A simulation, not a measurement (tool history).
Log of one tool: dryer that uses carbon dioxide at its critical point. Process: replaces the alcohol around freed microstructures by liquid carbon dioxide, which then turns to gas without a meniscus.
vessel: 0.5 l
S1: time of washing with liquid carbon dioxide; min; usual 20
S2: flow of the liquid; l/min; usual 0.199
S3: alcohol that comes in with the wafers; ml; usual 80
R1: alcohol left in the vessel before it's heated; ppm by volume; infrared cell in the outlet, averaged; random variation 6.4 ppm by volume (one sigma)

| run | day | S1 | S2 | S3 | R1 |
|---|---|---|---|---|---|
| 1 | 0.000 | 20 | 0.199 | 80 | 553 |
| 2 | 0.796 | 20 | 0.199 | 80 | 590 |
| 3 | 1.796 | 20 | 0.199 | 80 | 596 |
| 4 | 3.271 | 20 | 0.199 | 80 | 647 |
| 5 | 5.154 | 20 | 0.199 | 80 | 722 |
|  | 5.775 | inlet filter changed |
| 6 | 6.667 | 20 | 0.199 | 80 | 368 |
| 7 | 7.512 | 20 | 0.199 | 80 | 391 |
| 8 | 8.329 | 20 | 0.199 | 80 | 405 |
| 9 | 9.904 | 20 | 0.199 | 80 | 410 |
| 10 | 11.696 | 20 | 0.199 | 80 | 456 |
| 11 | 13.192 | 20 | 0.199 | 80 | 483 |
| 12 | 14.992 | 20 | 0.199 | 80 | 530 |
| 13 | 16.379 | 20 | 0.309 | 80 | 135 |
| 14 | 18.196 | 20 | 0.199 | 80 | 619 |
| 15 | 19.446 | 20 | 0.199 | 80 | 635 |
| 16 | 20.958 | 20 | 0.199 | 80 | 682 |
| 17 | 22.333 | 25 | 0.130 | 38 | 952 |
| 18 | 23.338 | 25 | 0.130 | 38 | 982 |
|  | 23.554 | inlet filter changed |
| 19 | 25.142 | 25 | 0.130 | 38 | 588 |
| 20 | 26.562 | 25 | 0.130 | 38 | 656 |
| 21 | 28.467 | 25 | 0.130 | 38 | 671 |
| 22 | 29.671 | 16 | 0.300 | 69 | 248 |
| 23 | 31.108 | 31 | 0.300 | 69 | 171 |
| 24 | 32.517 | 26 | 0.290 | 70 | 177 |
| 25 | 33.388 | 26 | 0.290 | 70 | 175 |
| 26 | 34.908 | 26 | 0.199 | 114 | 292 |
| 27 | 36.600 | 25 | 0.158 | 51 | 518 |
| 28 | 37.621 | 25 | 0.158 | 51 | 537 |
| 29 | 38.779 | 24 | 0.202 | 80 | 351 |
| 30 | 40.733 | 23 | 0.328 | 59 | 200 |
|  | 41.375 | inlet filter changed |
| 31 | 42.712 | 23 | 0.199 | 60 | 278 |
| 32 | 44.083 | 23 | 0.171 | 24 | 302 |

Measured less the same run without the tool's hidden state. The same run-to-run variation is in both; the gauge's scatter may not be:
The hidden state here: flow that reaches the vessel past the clogged filter, %; alcohol in the recycled carbon dioxide, ppm; drift of the gauge itself on alcohol_ppm, %.
| run | R1 |
|---|---|
| 1 | +298 |
| 2 | +329 |
| 3 | +343 |
| 4 | +388 |
| 5 | +452 |
| 6 | +109 |
| 7 | +125 |
| 8 | +142 |
| 9 | +160 |
| 10 | +196 |
| 11 | +228 |
| 12 | +268 |
| 13 | +130 |
| 14 | +352 |
| 15 | +381 |
| 16 | +425 |
| 17 | +535 |
| 18 | +573 |
| 19 | +178 |
| 20 | +219 |
| 21 | +252 |
| 22 | +186 |
| 23 | +166 |
| 24 | +170 |
| 25 | +173 |
| 26 | +235 |
| 27 | +337 |
| 28 | +359 |
| 29 | +275 |
| 30 | +191 |
| 31 | +206 |
| 32 | +215 |
